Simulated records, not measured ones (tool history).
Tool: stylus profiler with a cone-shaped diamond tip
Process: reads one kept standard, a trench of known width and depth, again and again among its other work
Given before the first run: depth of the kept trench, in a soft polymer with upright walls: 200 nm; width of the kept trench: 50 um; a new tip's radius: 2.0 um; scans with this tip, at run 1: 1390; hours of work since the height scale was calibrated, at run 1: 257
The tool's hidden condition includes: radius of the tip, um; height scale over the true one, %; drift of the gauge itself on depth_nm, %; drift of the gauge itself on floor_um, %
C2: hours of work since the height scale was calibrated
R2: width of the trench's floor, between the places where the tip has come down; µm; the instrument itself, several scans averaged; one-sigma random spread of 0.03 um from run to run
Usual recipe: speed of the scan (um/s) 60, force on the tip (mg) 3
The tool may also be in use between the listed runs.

run 1 hour=0 | speed_of_the_scan_(um/s)=60 force_on_the_tip_(mg)=3 | scans_with_this_tip=1390 C2=257 | depth_of_the_trench_(nm)=204.07 R2=48.02
run 2 hour=35 | speed_of_the_scan_(um/s)=60 force_on_the_tip_(mg)=3 | scans_with_this_tip=1473 C2=272 | depth_of_the_trench_(nm)=203.96 R2=48.09
run 3 hour=73.4 | speed_of_the_scan_(um/s)=32 force_on_the_tip_(mg)=3 | scans_with_this_tip=1564 C2=289 | depth_of_the_trench_(nm)=204.02 R2=48.15
run 4 hour=97.8 | speed_of_the_scan_(um/s)=32 force_on_the_tip_(mg)=3 | scans_with_this_tip=1622 C2=300 | depth_of_the_trench_(nm)=204.02 R2=48.14
run 5 hour=122.6 | speed_of_the_scan_(um/s)=32 force_on_the_tip_(mg)=3 | scans_with_this_tip=1681 C2=311 | depth_of_the_trench_(nm)=204.03 R2=48.19
run 6 hour=171.1 | speed_of_the_scan_(um/s)=60 force_on_the_tip_(mg)=1.5 | scans_with_this_tip=1796 C2=332 | depth_of_the_trench_(nm)=202.57 R2=48.01
run 7 hour=205.3 | speed_of_the_scan_(um/s)=60 force_on_the_tip_(mg)=1.5 | scans_with_this_tip=1877 C2=347 | depth_of_the_trench_(nm)=202.67 R2=48.08
run 8 hour=250.3 | speed_of_the_scan_(um/s)=39 force_on_the_tip_(mg)=3.38 | scans_with_this_tip=1984 C2=367 | depth_of_the_trench_(nm)=204.38 R2=48.14
run 9 hour=283.1 | speed_of_the_scan_(um/s)=39 force_on_the_tip_(mg)=3.38 | scans_with_this_tip=2062 C2=381 | depth_of_the_trench_(nm)=204.37 R2=48.09
run 10 hour=309.7 | speed_of_the_scan_(um/s)=124 force_on_the_tip_(mg)=5.21 | scans_with_this_tip=2125 C2=393 | depth_of_the_trench_(nm)=205.52 R2=48.02
run 11 hour=356.5 | speed_of_the_scan_(um/s)=124 force_on_the_tip_(mg)=5.21 | scans_with_this_tip=2236 C2=414 | depth_of_the_trench_(nm)=205.79 R2=47.96
run 12 hour=382.8 | speed_of_the_scan_(um/s)=31 force_on_the_tip_(mg)=5.21 | scans_with_this_tip=2298 C2=425 | depth_of_the_trench_(nm)=205.64 R2=48.13

What does the tool deliver on the next run?
run 13 hour=409 | speed_of_the_scan_(um/s)=31 force_on_the_tip_(mg)=5.21 | scans_with_this_tip=2361 C2=437 | depth_of_the_trench_(nm)=? R2=?

{"run 13": {"depth of the trench (nm)": 205.83, "R2": 48.14}}
If the tool had no hidden condition, the same run with the same run-to-run variation would have returned depth of the trench (nm) 205.33, R2 48.23 µm.

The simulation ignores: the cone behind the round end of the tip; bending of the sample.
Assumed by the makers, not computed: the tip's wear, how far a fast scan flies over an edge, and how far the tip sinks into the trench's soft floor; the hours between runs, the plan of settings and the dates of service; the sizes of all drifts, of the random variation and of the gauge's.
